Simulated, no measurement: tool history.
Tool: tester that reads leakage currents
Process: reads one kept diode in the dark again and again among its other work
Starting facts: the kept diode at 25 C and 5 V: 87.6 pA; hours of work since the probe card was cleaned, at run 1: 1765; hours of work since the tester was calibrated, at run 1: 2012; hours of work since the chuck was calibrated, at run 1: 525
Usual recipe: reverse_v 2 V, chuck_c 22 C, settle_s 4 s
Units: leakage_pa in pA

run    hour  reverse_v  chuck_c  settle_s  hours of work since the probe card was cleaned  hours of work since the tester was calibrated  hours of work since the chuck was calibrated  leakage_pa
  1       0          2       22         4                                            1765                                           2012                                           525       49.37
  2   161.9          2       22         4                                            1855                                           2102                                           615        49.1
  3   299.7          2       22         4                                            1932                                           2179                                           692       48.49
  4   452.1          2       22         4                                            2017                                           2264                                           777       47.88
  5   601.1          2       22         4                                            2101                                           2347                                           860       47.61
      676.7  -- chuck's temperature calibrated
  6     694          2       22         4                                            2151                                           2398                                            10       44.49
  7     828          2       22         4                                            2226                                           2473                                            84       43.61
  8   986.7          2       22         4                                            2315                                           2561                                           173       43.51
     1018.8  -- probe card cleaned and baked
  9  1132.2          2       22         4                                              63                                           2641                                           253       38.51
     1195.7  -- chuck's temperature calibrated, once more
 10  1287.5          2       22         4                                             149                                           2726                                            51       50.44
 11  1422.9          2       22      0.55                                             224                                           2802                                           127        51.2
 12  1541.8          2       22      0.55                                             291                                           2869                                           193       51.07
 13  1659.2      15.11       28         4                                             356                                           2934                                           259      165.66
 14  1818.1      15.11       28         4                                             445                                           3023                                           348      164.55
 15  1887.8      15.11       28         4                                             484                                           3062                                           386      164.62
 16  2028.7       4.22       38         4                                             563                                           3140                                           465      239.22
 17  2121.5       4.22       38         4                                             615                                           3192                                           517      235.14
 18  2224.9       4.22       38         4                                             672                                           3250                                           575      234.23
 19  2358.6       4.56       53      2.94                                             747                                           3325                                           649      757.47
 20    2508       4.56       53       7.4                                             830                                           3408                                           733      746.23
 21  2646.5       4.56       53       7.4                                             908                                           3485                                           810      741.85
 22  2771.7       4.56       53       7.4                                             978                                           3555                                           880      735.63
     2816.1  -- chuck's temperature calibrated
 23    2926       4.56       53       7.4                                            1063                                           3640                                            61      822.58
 24    3033       3.16       22      3.06                                            1122                                           3700                                           121       61.13

Alternative continuations, all from the tool just after run 24; predict every row:
  A  3115.4       3.82       60      3.17                                            1168                                           3746                                           167           ?
  B  3115.4      12.94       53      0.32                                            1168                                           3746                                           167           ?
  C  3115.4       3.16       22      0.67                                            1168                                           3746                                           167           ?

run  leakage_pa
  A     1267.86
  B     1160.77
  C       62.51
Without the tool's hidden state the same runs would have given:
run  leakage_pa
  A     1279.26
  B     1160.07
  C       59.65

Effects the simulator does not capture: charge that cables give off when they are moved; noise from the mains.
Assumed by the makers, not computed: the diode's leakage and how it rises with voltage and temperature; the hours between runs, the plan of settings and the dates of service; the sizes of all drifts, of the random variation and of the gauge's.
